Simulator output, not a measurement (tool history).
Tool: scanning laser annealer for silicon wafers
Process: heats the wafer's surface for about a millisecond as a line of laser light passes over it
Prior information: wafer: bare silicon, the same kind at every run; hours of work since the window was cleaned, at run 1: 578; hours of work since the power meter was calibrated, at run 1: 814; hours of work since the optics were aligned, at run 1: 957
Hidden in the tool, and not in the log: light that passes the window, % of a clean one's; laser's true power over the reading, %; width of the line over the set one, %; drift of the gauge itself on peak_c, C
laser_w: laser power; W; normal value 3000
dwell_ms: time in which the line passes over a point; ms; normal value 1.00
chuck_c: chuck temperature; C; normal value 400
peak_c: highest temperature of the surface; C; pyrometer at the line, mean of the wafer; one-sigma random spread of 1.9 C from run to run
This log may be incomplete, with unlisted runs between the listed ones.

run,hour,laser_w,dwell_ms,chuck_c,hours of work since the window was cleaned,hours of work since the power meter was calibrated,hours of work since the optics were aligned,peak_c
1,0.0,3000,1.00,400,578,814,957,1182
2,25.2,3000,1.00,405,595,831,973,1190
3,51.2,3000,1.00,405,612,848,990,1187
4,83.9,3000,1.00,400,633,869,1012,1183
5,117.4,3000,1.00,400,655,891,1033,1181
6,146.6,3000,1.00,400,674,910,1052,1185
7,171.0,3000,1.00,400,690,926,1068,1182
8,189.3,3000,1.12,400,702,937,1080,1231
# hour 205.1: window over the wafer cleaned
9,219.6,3000,1.12,400,9,956,1099,1238
10,245.2,3000,1.12,400,26,973,1115,1232
11,260.6,3016,1.12,400,36,983,1125,1236
12,280.8,3016,1.12,400,49,996,1138,1239
13,295.5,3039,0.95,392,59,1005,1148,1168
14,316.5,3039,0.95,392,72,1019,1162,1169
15,336.1,3039,0.95,392,85,1032,1174,1169
16,364.1,3039,0.95,392,103,1050,1193,1169
17,387.8,2991,0.73,400,119,1065,1208,1064
18,409.7,3000,0.80,398,133,1080,1222,1093
19,440.6,2816,1.20,437,153,1100,1242,1229

Predict each of these 4 candidate next runs independently; none follows another, all start after run 19:
A,473.5,3063,1.18,437,175,1121,1264,?
B,473.5,3000,1.00,434,175,1121,1264,?
C,473.5,3105,1.00,364,175,1121,1264,?
D,473.5,3039,1.20,385,175,1121,1264,?

run,peak_c
A,1316
B,1216
C,1187
D,1267
Without the tool's hidden state the same runs would have given:
run,peak_c
A,1317
B,1217
C,1187
D,1268

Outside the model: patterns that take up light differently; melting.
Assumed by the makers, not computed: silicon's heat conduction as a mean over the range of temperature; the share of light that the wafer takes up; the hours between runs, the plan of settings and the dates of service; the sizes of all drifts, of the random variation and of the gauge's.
